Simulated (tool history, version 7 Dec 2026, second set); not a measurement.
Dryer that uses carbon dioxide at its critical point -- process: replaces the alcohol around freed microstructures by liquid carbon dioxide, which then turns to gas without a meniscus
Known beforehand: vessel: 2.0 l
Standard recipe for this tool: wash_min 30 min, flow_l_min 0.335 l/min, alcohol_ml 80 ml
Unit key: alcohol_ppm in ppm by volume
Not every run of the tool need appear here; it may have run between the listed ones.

run     day  wash_min  flow_l_min  alcohol_ml  alcohol_ppm
  1       0        30       0.335          80         1067
  2   0.875        30       0.335          80         1100
  3   2.517        30       0.335          80         1102
  4   3.662        30       0.335          80         1131
  5   4.696        30       0.335         103         1526
  6   5.521        30       0.335         103         1502
  7   6.638        30       0.335         103         1558
  8   8.521        30       0.335         103         1589
  9   9.442        34       0.335          80          824
 10  11.142        34       0.335          80          853
 11  12.612        34       0.335          80          476
 12  13.542        34       0.335          80          496
 13  14.896        34       0.335          80          501
 14  15.871        34       0.335          80          524
 15  17.379        26       0.335          80         1401
 16  18.354        26       0.335          80         1419
 17  19.829        30       0.335          80          886
 18  21.117        30       0.335          80          900
 19  22.658        30       0.335          80          941
 20    23.6        22       0.505          80          706
 21  25.171        22       0.505          80          747
 22  26.771        28       0.234          22         1009
 23  27.729        28       0.234          22         1014
 24  28.558        28       0.234          22         1046
 25  29.554        26       0.233          80         4276
 26  31.117        26       0.233          80         4314
 27  32.704        30       0.317          80         1353
 28  34.296        18       0.347          80         4356
 29  36.138        18       0.347          80         4485
 30  37.846        29       0.335          47          859
 31  38.754        29       0.335          47          879
 32    39.7        29       0.253          80         3150
 33  41.229        43       0.265          80          829
 34  42.742        27       0.392          80         1075

Taken out of this log: 2 entries between the listed runs. Where each belongs, and how the hidden state differs across it:
After run 10, before run 11: inlet filter changed (day 11.35)
  flow that reaches the vessel past the clogged filter, %: 85 -> 98.8; alcohol in the recycled carbon dioxide, ppm: 71 -> 72.3
  the result without the hidden state subtracted from the measured one, alcohol_ppm: +455 -> +88 ppm by volume
After run 33, before run 34: purifier's bed changed (day 42.492)
  flow that reaches the vessel past the clogged filter, %: 85.2 -> 84.5; alcohol in the recycled carbon dioxide, ppm: 99.2 -> 5.6
  the result without the hidden state subtracted from the measured one, alcohol_ppm: +454 -> +518 ppm by volume
